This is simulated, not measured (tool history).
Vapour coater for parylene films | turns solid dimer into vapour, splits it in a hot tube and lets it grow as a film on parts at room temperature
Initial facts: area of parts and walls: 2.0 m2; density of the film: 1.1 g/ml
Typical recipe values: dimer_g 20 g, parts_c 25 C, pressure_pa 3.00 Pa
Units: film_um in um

| run | day | dimer_g | parts_c | pressure_pa | film_um |
|---|---|---|---|---|---|
| 1 | 0.000 | 20 | 25 | 3.00 | 7.28 |
| 2 | 0.979 | 20 | 25 | 3.00 | 7.27 |
| 3 | 1.658 | 20 | 33 | 3.00 | 6.34 |
| 4 | 2.550 | 20 | 33 | 3.00 | 6.36 |
| 5 | 3.588 | 20 | 33 | 3.00 | 6.34 |
| 6 | 4.750 | 20 | 33 | 3.00 | 6.34 |
| 7 | 5.933 | 20 | 25 | 3.00 | 7.17 |
| 8 | 7.212 | 20 | 25 | 3.00 | 7.17 |
| 9 | 8.162 | 20 | 25 | 2.24 | 7.63 |
| 10 | 9.546 | 20 | 25 | 2.24 | 7.66 |
| 11 | 10.246 | 20 | 25 | 2.24 | 7.63 |
| 12 | 10.867 | 20 | 25 | 2.24 | 7.59 |
| 13 | 11.938 | 20 | 25 | 2.80 | 7.24 |
| 14 | 13.246 | 20 | 25 | 3.00 | 7.10 |
| 15 | 14.033 | 20 | 25 | 3.00 | 7.06 |
| 16 | 14.783 | 20 | 25 | 3.00 | 7.05 |
| 17 | 16.033 | 20 | 25 | 2.44 | 7.36 |
| 18 | 17.304 | 20 | 25 | 3.00 | 7.06 |
| 19 | 18.050 | 20 | 26 | 3.00 | 6.93 |
| 20 | 19.438 | 20 | 26 | 3.00 | 6.83 |
| 21 | 20.758 | 20 | 26 | 3.00 | 6.85 |
| 22 | 21.971 | 20 | 26 | 3.00 | 6.86 |
| 23 | 22.612 | 20 | 29 | 3.00 | 6.56 |
| 24 | 23.733 | 20 | 29 | 2.89 | 6.59 |
| 25 | 24.433 | 9 | 33 | 5.51 | 2.40 |
| 26 | 25.388 | 9 | 33 | 5.51 | 2.40 |
| 27 | 26.804 | 10 | 25 | 9.03 | 2.67 |
| 28 | 28.133 | 11 | 25 | 9.40 | 2.92 |
| 29 | 28.879 | 11 | 25 | 9.40 | 2.86 |
| 30 | 29.888 | 11 | 25 | 9.40 | 2.91 |
| 31 | 30.717 | 11 | 25 | 9.40 | 2.89 |
| 32 | 31.867 | 11 | 25 | 9.40 | 2.91 |
| 33 | 32.758 | 16 | 20 | 11.18 | 4.31 |
| 34 | 34.104 | 23 | 25 | 8.91 | 6.06 |
| 35 | 35.446 | 8 | 30 | 9.01 | 1.95 |
| 36 | 36.812 | 8 | 30 | 9.01 | 1.92 |
| 37 | 37.675 | 8 | 36 | 2.79 | 2.31 |
| 38 | 39.000 | 8 | 36 | 2.79 | 2.30 |
| 39 | 40.046 | 8 | 36 | 2.79 | 2.33 |
| 40 | 40.908 | 8 | 24 | 2.79 | 2.76 |
| 41 | 41.825 | 20 | 25 | 7.84 | 5.38 |
| 42 | 42.625 | 20 | 25 | 2.01 | 7.35 |
| 43 | 43.988 | 20 | 30 | 5.78 | 5.28 |

Selected run-to-run steps in film_um, each split into two signed amounts: the part the tool would show with no hidden state at all (from settings, incoming material and random variation), and the remainder, which goes to the hidden state together with any gauge scatter not common to the measured and the hidden-state-free results:
Unlogged tool condition in this case: vapour lost through the trap's worn valve, %; true temperature of the parts over the reading, C; drift of the gauge itself on film_um, %.
Run 24 -> 25: dimer_g 20 -> 9, parts_c 29 -> 33, pressure_pa 2.89 -> 5.51. film_um -4.19 um: hidden state +0.28, all else -4.47.
Run 34 -> 35: dimer_g 23 -> 8, parts_c 25 -> 30, pressure_pa 8.91 -> 9.01. film_um -4.11 um: hidden state +0.36, all else -4.47.
Run 40 -> 41: dimer_g 8 -> 20, parts_c 24 -> 25, pressure_pa 2.79 -> 7.84. film_um +2.62 um: hidden state -0.29, all else +2.91.

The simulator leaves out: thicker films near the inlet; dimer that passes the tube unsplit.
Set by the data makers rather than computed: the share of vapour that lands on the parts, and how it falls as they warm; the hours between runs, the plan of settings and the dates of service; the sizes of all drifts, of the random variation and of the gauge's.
